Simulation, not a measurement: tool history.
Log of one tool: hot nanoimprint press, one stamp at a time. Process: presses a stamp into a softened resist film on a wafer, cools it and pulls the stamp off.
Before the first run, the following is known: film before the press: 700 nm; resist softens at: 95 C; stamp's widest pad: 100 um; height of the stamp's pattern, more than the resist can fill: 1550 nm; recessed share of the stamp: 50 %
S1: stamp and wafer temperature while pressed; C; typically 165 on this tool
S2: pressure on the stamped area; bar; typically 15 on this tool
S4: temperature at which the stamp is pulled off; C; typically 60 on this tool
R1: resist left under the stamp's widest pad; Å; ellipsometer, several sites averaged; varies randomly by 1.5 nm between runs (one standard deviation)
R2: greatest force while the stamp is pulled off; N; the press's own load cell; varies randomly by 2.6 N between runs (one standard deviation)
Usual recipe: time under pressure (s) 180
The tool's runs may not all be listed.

{"run": 1, "hour": 0.0, "S1": 165, "S2": 15, "time under pressure (s)": 180, "S4": 60, "R1": 2480, "R2": 124}
{"run": 2, "hour": 61.0, "S1": 165, "S2": 15, "time under pressure (s)": 180, "S4": 60, "R1": 2441, "R2": 131}
{"run": 3, "hour": 114.0, "S1": 165, "S2": 15, "time under pressure (s)": 180, "S4": 60, "R1": 2467, "R2": 148}
{"run": 4, "hour": 184.6, "S1": 165, "S2": 15, "time under pressure (s)": 180, "S4": 45, "R1": 2434, "R2": 192}
{"run": 5, "hour": 250.2, "S1": 165, "S2": 15, "time under pressure (s)": 180, "S4": 45, "R1": 2468, "R2": 197}
{"run": 6, "hour": 315.4, "S1": 165, "S2": 15, "time under pressure (s)": 91, "S4": 60, "R1": 3184, "R2": 177}
{"run": 7, "hour": 386.0, "S1": 165, "S2": 15, "time under pressure (s)": 180, "S4": 60, "R1": 2431, "R2": 186}
{"hour": 398.2, "done": "stamp cleaned and given a new release coat"}
{"run": 8, "hour": 437.5, "S1": 165, "S2": 15, "time under pressure (s)": 160, "S4": 60, "R1": 2536, "R2": 126}
{"run": 9, "hour": 489.7, "S1": 165, "S2": 15, "time under pressure (s)": 160, "S4": 60, "R1": 2539, "R2": 130}
{"run": 10, "hour": 518.3, "S1": 165, "S2": 15, "time under pressure (s)": 160, "S4": 60, "R1": 2507, "R2": 130}
{"run": 11, "hour": 585.1, "S1": 165, "S2": 15, "time under pressure (s)": 227, "S4": 60, "R1": 2176, "R2": 141}
{"run": 12, "hour": 642.4, "S1": 165, "S2": 15, "time under pressure (s)": 227, "S4": 60, "R1": 2185, "R2": 149}
{"run": 13, "hour": 701.5, "S1": 165, "S2": 15, "time under pressure (s)": 227, "S4": 60, "R1": 2175, "R2": 160}
{"run": 14, "hour": 737.9, "S1": 165, "S2": 15, "time under pressure (s)": 227, "S4": 60, "R1": 2144, "R2": 166}
{"hour": 747.3, "done": "plate thermocouple calibrated"}
{"run": 15, "hour": 769.6, "S1": 165, "S2": 15, "time under pressure (s)": 227, "S4": 60, "R1": 2079, "R2": 169}
{"run": 16, "hour": 831.3, "S1": 165, "S2": 15, "time under pressure (s)": 227, "S4": 60, "R1": 2064, "R2": 170}
{"hour": 852.6, "done": "stamp cleaned and given a new release coat"}
{"run": 17, "hour": 896.3, "S1": 158, "S2": 10.3, "time under pressure (s)": 180, "S4": 60, "R1": 3896, "R2": 117}
{"run": 18, "hour": 929.8, "S1": 161, "S2": 19.2, "time under pressure (s)": 191, "S4": 57, "R1": 2521, "R2": 129}
{"run": 19, "hour": 959.0, "S1": 165, "S2": 15, "time under pressure (s)": 204, "S4": 60, "R1": 2158, "R2": 129}
{"run": 20, "hour": 992.0, "S1": 171, "S2": 15, "time under pressure (s)": 180, "S4": 64, "R1": 1666, "R2": 128}
{"run": 21, "hour": 1029.4, "S1": 173, "S2": 20.4, "time under pressure (s)": 237, "S4": 53, "R1": 1133, "R2": 155}
{"hour": 1075.6, "done": "plate thermocouple calibrated, once more"}
{"run": 22, "hour": 1083.4, "S1": 173, "S2": 20.4, "time under pressure (s)": 237, "S4": 53, "R1": 1257, "R2": 170}
{"run": 23, "hour": 1115.9, "S1": 173, "S2": 20.4, "time under pressure (s)": 237, "S4": 53, "R1": 1244, "R2": 172}
{"run": 24, "hour": 1183.5, "S1": 174, "S2": 22.9, "time under pressure (s)": 151, "S4": 57, "R1": 1343, "R2": 169}
{"run": 25, "hour": 1219.0, "S1": 156, "S2": 18.3, "time under pressure (s)": 288, "S4": 66, "R1": 3186, "R2": 149}
{"run": 26, "hour": 1250.7, "S1": 156, "S2": 18.3, "time under pressure (s)": 288, "S4": 66, "R1": 3147, "R2": 160}
{"run": 27, "hour": 1280.6, "S1": 165, "S2": 15, "time under pressure (s)": 227, "S4": 59, "R1": 2267, "R2": 183}
{"hour": 1308.6, "done": "stamp cleaned and given a new release coat"}
{"run": 28, "hour": 1354.0, "S1": 165, "S2": 15, "time under pressure (s)": 180, "S4": 53, "R1": 2496, "R2": 137}

Estimate the outcome of run 29 from the log above:
{"run": 29, "hour": 1422.0, "S1": 165, "S2": 15, "time under pressure (s)": 180, "S4": 53, "R1": "?", "R2": "?"}

R1: 2458 Å
R2: 152 N
If the tool had no hidden condition, the same run with the same run-to-run variation would have returned R1 2455 Å, R2 135 N.
